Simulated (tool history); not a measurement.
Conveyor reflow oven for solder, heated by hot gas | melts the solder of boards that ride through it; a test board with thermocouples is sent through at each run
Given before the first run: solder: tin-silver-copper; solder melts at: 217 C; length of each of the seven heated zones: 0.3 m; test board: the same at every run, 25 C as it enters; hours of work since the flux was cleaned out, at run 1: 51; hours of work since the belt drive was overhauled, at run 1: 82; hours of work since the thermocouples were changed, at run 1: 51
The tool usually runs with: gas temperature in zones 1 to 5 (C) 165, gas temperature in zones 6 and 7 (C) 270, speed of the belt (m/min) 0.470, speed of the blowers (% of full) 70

run   hour  gas temperature in zones 1 to 5 (C)  gas temperature in zones 6 and 7 (C)  speed of the belt (m/min)  speed of the blowers (% of full)  hours of work since the flux was cleaned out  hours of work since the belt drive was overhauled  hours of work since the thermocouples were changed  highest temperature of the board (C)  time above the solder's melting point (s)
  1    0.0                                  165                                   270                      0.470                                70                                            51                                                 82                                                  51                                 248.8                                       51.8
  2    9.7                                  165                                   270                      0.462                                70                                            56                                                 88                                                  56                                 249.1                                       52.6
  3   17.3                                  165                                   270                      0.425                                70                                            61                                                 92                                                  61                                 252.3                                       59.8
  4   22.0                                  152                                   270                      0.425                                70                                            64                                                 95                                                  64                                 250.2                                       54.5
  5   31.8                                  152                                   270                      0.425                                70                                            69                                                101                                                  69                                 249.8                                       54.4
  6   40.2                                  152                                   270                      0.425                                70                                            74                                                106                                                  74                                 250.8                                       54.5
  7   47.4                                  165                                   270                      0.470                                68                                            78                                                110                                                  78                                 246.9                                       50.1
  8   57.5                                  165                                   270                      0.470                                68                                            84                                                116                                                  84                                 247.5                                       50.0
  9   67.4                                  165                                   270                      0.470                                68                                            90                                                122                                                  90                                 248.1                                       50.0
 10   75.4                                  165                                   270                      0.470                                80                                            95                                                126                                                  95                                 251.5                                       54.2
 11   85.1                                  165                                   270                      0.470                                66                                           100                                                132                                                 100                                 247.6                                       49.4
 12   91.7                                  165                                   270                      0.470                                70                                           104                                                136                                                 104                                 248.4                                       50.7
 13   98.0                                  165                                   270                      0.470                                70                                           108                                                139                                                 108                                 248.2                                       49.7
 14  105.9                                  164                                   269                      0.398                                74                                           113                                                144                                                 113                                 254.5                                       66.1
 15  115.5                                  164                                   269                      0.398                                74                                           118                                                150                                                 118                                 253.6                                       66.5
 16  124.2                                  164                                   269                      0.398                                74                                           123                                                155                                                 123                                 254.5                                       66.6
 17  133.9                                  164                                   269                      0.398                                74                                           129                                                160                                                 129                                 255.0                                       67.0
 18  138.9                                  160                                   274                      0.417                                82                                           132                                                163                                                 132                                 259.0                                       65.6
 19  146.7                                  165                                   270                      0.470                                70                                           136                                                168                                                 136                                 247.7                                       50.0
 20  156.2                                  165                                   270                      0.548                                80                                           142                                                173                                                 142                                 245.9                                       40.5
 21  162.5                                  165                                   263                      0.548                                55                                           146                                                177                                                 146                                 229.0                                       20.2
 22  170.6                                  171                                   270                      0.470                                64                                           150                                                182                                                 150                                 246.5                                       50.6
 23  175.3                                  171                                   270                      0.470                                64                                           153                                                185                                                 153                                 246.7                                       50.7

Pick out some run-to-run changes in highest temperature of the board (C). Of each, how much would a tool without hidden state show as well, from the settings, what came in and chance, and how much is left for the hidden state and any gauge scatter not in both results compared?
Hidden state at play: heat that the gas passes to the board, % of a clean oven's; belt's true speed, % of the reading; true gas temperature in zones 6 and 7 over the reading, C; drift of the gauge itself on peak_c, C; drift of the gauge itself on liquid_s, %.
Run 19 -> 20: speed of the belt (m/min) 0.470 -> 0.548, speed of the blowers (% of full) 70 -> 80. highest temperature of the board (C) -1.8: hidden state -0.4, all else -1.4.
Run 20 -> 21: gas temperature in zones 6 and 7 (C) 270 -> 263, speed of the blowers (% of full) 80 -> 55. highest temperature of the board (C) -16.9: hidden state +0.4, all else -17.3.
Run 21 -> 22: gas temperature in zones 1 to 5 (C) 165 -> 171, gas temperature in zones 6 and 7 (C) 263 -> 270, speed of the belt (m/min) 0.548 -> 0.470, speed of the blowers (% of full) 55 -> 64. highest temperature of the board (C) +17.5: hidden state +0.0, all else +17.5.
